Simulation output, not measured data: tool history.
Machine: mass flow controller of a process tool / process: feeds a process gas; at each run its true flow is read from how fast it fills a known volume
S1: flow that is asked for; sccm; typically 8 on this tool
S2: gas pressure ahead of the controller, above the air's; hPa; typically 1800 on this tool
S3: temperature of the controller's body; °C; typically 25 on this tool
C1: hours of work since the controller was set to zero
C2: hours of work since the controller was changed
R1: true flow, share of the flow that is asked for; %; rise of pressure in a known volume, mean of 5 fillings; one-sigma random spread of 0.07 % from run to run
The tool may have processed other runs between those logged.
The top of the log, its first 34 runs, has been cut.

run    hour  S1    S2  S3    C1    C2      R1
 35  6187.2   8  2380  21   876  5885  101.04
 36  6360.1   8  2380  21   970  5979   100.9
 37  6559.6   2  1440  25  1077  6086  101.53
 38  6737.5  12  1800  20  1174  6182  101.75
 39  6941.8  12  1800  20  1284  6293  101.66
 40  7180.3   8  2060  25  1413  6422  100.96
 41  7370.3   8  1450  25  1515  6524  101.46
 42    7532  18  1800  39  1603  6611  100.65
 43  7700.2   3  2260  25  1693  6702  101.28
 44    7861   3  2260  25  1780  6789  101.24
 45  8029.5   8  2360  30  1871  6880  100.53
 46  8213.4   4  2550  33  1971  6979  100.34

Here are 3 independent what-if runs from the current tool condition. What would each one return?
  A  8452   4  2550  32  2099  7108   ?
  B  8452   8  1800  31  2099  7108   ?
  C  8452   7  1450  28  2099  7108   ?

run      R1
  A  100.48
  B  100.94
  C  101.38
Without the tool's hidden state the same runs would have given:
run     R1
  A  97.76
  B  98.67
  C  99.04
